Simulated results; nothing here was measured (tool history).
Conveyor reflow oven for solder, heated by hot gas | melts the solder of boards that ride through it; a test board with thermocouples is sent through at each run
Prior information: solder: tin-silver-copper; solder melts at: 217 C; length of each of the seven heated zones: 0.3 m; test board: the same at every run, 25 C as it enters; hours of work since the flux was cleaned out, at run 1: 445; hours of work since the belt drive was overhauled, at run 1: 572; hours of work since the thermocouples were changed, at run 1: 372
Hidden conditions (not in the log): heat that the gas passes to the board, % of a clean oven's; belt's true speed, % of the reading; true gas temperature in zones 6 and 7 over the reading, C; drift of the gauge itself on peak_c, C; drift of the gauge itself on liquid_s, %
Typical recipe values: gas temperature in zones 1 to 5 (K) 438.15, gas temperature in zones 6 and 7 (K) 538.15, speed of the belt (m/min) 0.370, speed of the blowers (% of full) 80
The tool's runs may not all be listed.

run,day,gas temperature in zones 1 to 5 (K),gas temperature in zones 6 and 7 (K),speed of the belt (m/min),speed of the blowers (% of full),hours of work since the flux was cleaned out,hours of work since the belt drive was overhauled,hours of work since the thermocouples were changed,highest temperature of the board (K),time above the solder's melting point (s)
1,0.000,438.15,538.15,0.370,80,445,572,372,522.15,67.6
# day 0.379: flux residue cleaned out of gas plates and filters
2,0.579,438.15,550.15,0.370,80,3,579,379,538.45,80.8
3,1.138,438.15,550.15,0.370,80,12,588,388,537.65,80.6
4,1.883,438.15,538.15,0.370,85,25,600,400,527.95,74.4
5,2.704,438.15,538.15,0.370,80,38,613,413,526.35,72.8
6,3.488,438.15,538.15,0.370,57,51,626,426,519.95,63.3
7,4.108,438.15,548.15,0.370,57,61,636,436,528.75,71.5
8,4.733,438.15,548.15,0.370,57,71,646,446,527.45,70.7
9,5.417,438.15,548.15,0.370,57,82,658,458,527.95,71.8
10,5.862,438.15,548.15,0.370,57,90,665,465,528.45,70.9
11,6.679,438.15,548.15,0.370,57,103,678,478,527.95,71.4
12,7.129,438.15,540.15,0.370,80,110,686,486,527.85,73.7
13,7.812,438.15,538.15,0.370,86,121,697,497,527.65,73.4
14,8.188,438.15,538.15,0.370,86,128,703,503,527.65,73.7
15,8.688,438.15,538.15,0.370,80,136,711,511,525.95,71.0
16,9.404,444.15,541.15,0.370,80,147,723,523,529.65,76.0
17,10.175,444.15,541.15,0.370,80,160,735,535,529.65,76.4
18,10.783,438.15,533.15,0.370,80,170,745,545,520.85,67.0
19,11.146,430.15,553.15,0.370,50,176,751,551,526.25,65.4
20,11.921,430.15,553.15,0.355,77,189,764,564,538.55,82.1
21,12.442,430.15,553.15,0.355,77,197,772,572,538.95,81.5
22,13.250,430.15,553.15,0.355,77,210,786,586,539.05,81.2
23,14.054,427.15,533.15,0.370,80,223,799,599,519.05,61.2
24,14.425,427.15,529.15,0.370,90,229,805,605,517.55,60.1
25,14.854,438.15,551.15,0.370,74,236,812,612,535.45,77.6
26,15.600,452.15,548.15,0.427,82,249,824,624,531.65,71.3
27,16.146,452.15,548.15,0.327,78,258,833,633,538.95,99.3
28,16.679,452.15,548.15,0.327,78,266,842,642,538.35,99.1
29,17.504,442.15,548.15,0.387,78,280,855,655,532.65,74.3
30,17.867,442.15,548.15,0.387,78,286,861,661,532.55,74.5

Alternative continuations, all from the tool just after run 30; predict every row:
A,18.546,438.15,537.15,0.304,51,297,872,672,?,?
B,18.546,438.15,538.15,0.370,68,297,872,672,?,?
C,18.546,442.15,548.15,0.357,78,297,872,672,?,?
D,18.546,438.15,538.15,0.322,80,297,872,672,?,?

run,highest temperature of the board (K),time above the solder's melting point (s)
A,521.45,82.0
B,521.65,65.9
C,534.25,82.8
D,529.05,86.0
Without the tool's hidden state the same runs would have given:
run,highest temperature of the board (K),time above the solder's melting point (s)
A,521.85,82.1
B,523.05,67.4
C,535.65,83.3
D,529.95,86.8
